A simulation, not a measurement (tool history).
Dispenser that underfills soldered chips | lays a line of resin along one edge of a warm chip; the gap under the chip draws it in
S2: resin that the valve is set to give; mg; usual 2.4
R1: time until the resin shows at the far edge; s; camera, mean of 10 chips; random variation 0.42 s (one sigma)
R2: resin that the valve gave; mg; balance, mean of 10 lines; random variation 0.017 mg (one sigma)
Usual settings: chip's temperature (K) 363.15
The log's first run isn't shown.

-- hour=3 new syringe of resin
run 2 hour=8.9 | chip's_temperature_(K)=363.15 S2=2.4 | R1=36.5 R2=2.29
-- hour=18 new syringe of resin
run 3 hour=19.6 | chip's_temperature_(K)=363.15 S2=2.4 | R1=28.9 R2=2.27
run 4 hour=25.7 | chip's_temperature_(K)=363.15 S2=2.28 | R1=40.5 R2=2.16
-- hour=30.3 dispensing valve cleaned and set on the balance
-- hour=33.3 new syringe of resin
run 5 hour=37.6 | chip's_temperature_(K)=363.15 S2=2.28 | R1=33.6 R2=2.25
-- hour=47.3 new syringe of resin
run 6 hour=49.3 | chip's_temperature_(K)=357.15 S2=2.4 | R1=38.2 R2=2.36
run 7 hour=60.7 | chip's_temperature_(K)=357.15 S2=2.4 | R1=69 R2=2.38
-- hour=62.2 new syringe of resin
run 8 hour=70.7 | chip's_temperature_(K)=363.15 S2=2.45 | R1=40.8 R2=2.42
-- hour=76.7 new syringe of resin
run 9 hour=79.9 | chip's_temperature_(K)=363.15 S2=2.38 | R1=31.1 R2=2.34
-- hour=90.7 new syringe of resin
run 10 hour=90.7 | chip's_temperature_(K)=363.15 S2=2.38 | R1=26.1 R2=2.31
run 11 hour=97.8 | chip's_temperature_(K)=363.15 S2=2.29 | R1=38.2 R2=2.24
-- hour=104.8 new syringe of resin
run 12 hour=110.8 | chip's_temperature_(K)=363.15 S2=2.4 | R1=35.9 R2=2.32
-- hour=119.2 new syringe of resin
run 13 hour=122 | chip's_temperature_(K)=363.15 S2=2.4 | R1=30.8 R2=2.33
run 14 hour=127.6 | chip's_temperature_(K)=369.15 S2=2.4 | R1=31 R2=2.31
-- hour=133.5 new syringe of resin
run 15 hour=138.5 | chip's_temperature_(K)=369.15 S2=2.4 | R1=26.4 R2=2.3
-- hour=147.4 new syringe of resin
run 16 hour=148.3 | chip's_temperature_(K)=369.15 S2=2.4 | R1=21.6 R2=2.3
run 17 hour=156.3 | chip's_temperature_(K)=363.15 S2=2.08 | R1=42.3 R2=2.03
-- hour=161.5 new syringe of resin
run 18 hour=164.8 | chip's_temperature_(K)=363.15 S2=2.08 | R1=32.3 R2=1.95
run 19 hour=174.3 | chip's_temperature_(K)=367.15 S2=2.88 | R1=41.9 R2=2.71

Forecast run 20:
-- hour=175.7 new syringe of resin
run 20 hour=186.5 | chip's_temperature_(K)=376.15 S2=2.91 | R1=? R2=?

R1: 25.8 s
R2: 2.77 mg
Without the tool's hidden state the same run would have given R1 16.8 s, R2 2.91 mg.
